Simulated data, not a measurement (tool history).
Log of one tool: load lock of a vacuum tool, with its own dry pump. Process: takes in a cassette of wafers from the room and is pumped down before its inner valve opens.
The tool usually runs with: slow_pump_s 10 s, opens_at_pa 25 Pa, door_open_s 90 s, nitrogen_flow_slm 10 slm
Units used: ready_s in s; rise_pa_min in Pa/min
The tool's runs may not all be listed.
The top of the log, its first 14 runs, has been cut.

| run | hour | slow_pump_s | opens_at_pa | door_open_s | nitrogen_flow_slm | incoming humidity of the room's air, % | ready_s | rise_pa_min |
|---|---|---|---|---|---|---|---|---|
| 15 | 4196.3 | 10 | 25 | 90 | 10 | 43.5 | 16.9 | 0.046 |
| 16 | 4597.7 | 10 | 25 | 90 | 10 | 45.5 | 16.7 | 0.052 |
| 17 | 4862.3 | 10 | 25 | 90 | 10 | 43.2 | 17 | 0.05 |
| 18 | 5120.9 | 10 | 25 | 90 | 10 | 46.6 | 17.1 | 0.063 |
| 19 | 5442.1 | 10 | 25 | 86 | 10 | 46 | 17.1 | 0.053 |
| 20 | 5821.4 | 10 | 25 | 63 | 10 | 48 | 16.4 | 0.047 |
|  | 5992.1 | door's seal changed, seat wiped |
| 21 | 6125.6 | 10 | 25 | 63 | 10 | 44.3 | 16.8 | 0.031 |
| 22 | 6543.6 | 10 | 24 | 90 | 11 | 47.6 | 17.1 | 0.048 |
| 23 | 6818.4 | 10 | 24 | 90 | 11 | 45 | 17 | 0.055 |
| 24 | 7017.2 | 10 | 24 | 90 | 11 | 44.9 | 16.9 | 0.056 |
| 25 | 7374 | 11 | 21 | 161 | 19 | 45.4 | 17.7 | 0.054 |
| 26 | 7641.8 | 11 | 21 | 161 | 19 | 41 | 18 | 0.049 |
| 27 | 7843.2 | 11 | 21 | 109 | 26 | 48.6 | 18.1 | 0.038 |
| 28 | 8146.9 | 17 | 25 | 90 | 10 | 45.9 | 22.3 | 0.054 |
| 29 | 8460.6 | 17 | 25 | 90 | 10 | 48.2 | 22.1 | 0.057 |
| 30 | 8782.4 | 11 | 48 | 56 | 10 | 50.4 | 16.9 | 0.041 |
| 31 | 9008.2 | 10 | 25 | 108 | 16 | 45.5 | 16.9 | 0.048 |
| 32 | 9245.1 | 11 | 39 | 108 | 11 | 40 | 17.1 | 0.047 |
| 33 | 9560.8 | 9 | 26 | 42 | 30 | 48 | 16.1 | 0.018 |
| 34 | 9758.1 | 9 | 26 | 42 | 30 | 46.3 | 16 | 0.023 |
| 35 | 9994.2 | 12 | 25 | 61 | 7 | 45.8 | 18 | 0.048 |
| 36 | 10362.6 | 12 | 25 | 61 | 7 | 43.6 | 18.3 | 0.047 |
| 37 | 10559.9 | 12 | 25 | 61 | 7 | 44.4 | 18.4 | 0.041 |

What if the next run were any one of these 4? Each begins from the tool's condition after run 37:
| A | 10771.2 | 10 | 25 | 90 | 6 | 45.4 | ? | ? |
| B | 10771.2 | 16 | 42 | 34 | 10 | 44.7 | ? | ? |
| C | 10771.2 | 13 | 25 | 43 | 28 | 48.6 | ? | ? |
| D | 10771.2 | 12 | 23 | 64 | 7 | 45.4 | ? | ? |

| run | ready_s | rise_pa_min |
|---|---|---|
| A | 16.3 | 0.058 |
| B | 20.4 | 0.03 |
| C | 19.3 | 0.027 |
| D | 18.3 | 0.048 |
Without the tool's hidden state the same runs would have given:
| run | ready_s | rise_pa_min |
|---|---|---|
| A | 16.3 | 0.057 |
| B | 20.4 | 0.03 |
| C | 19.3 | 0.027 |
| D | 18.3 | 0.047 |
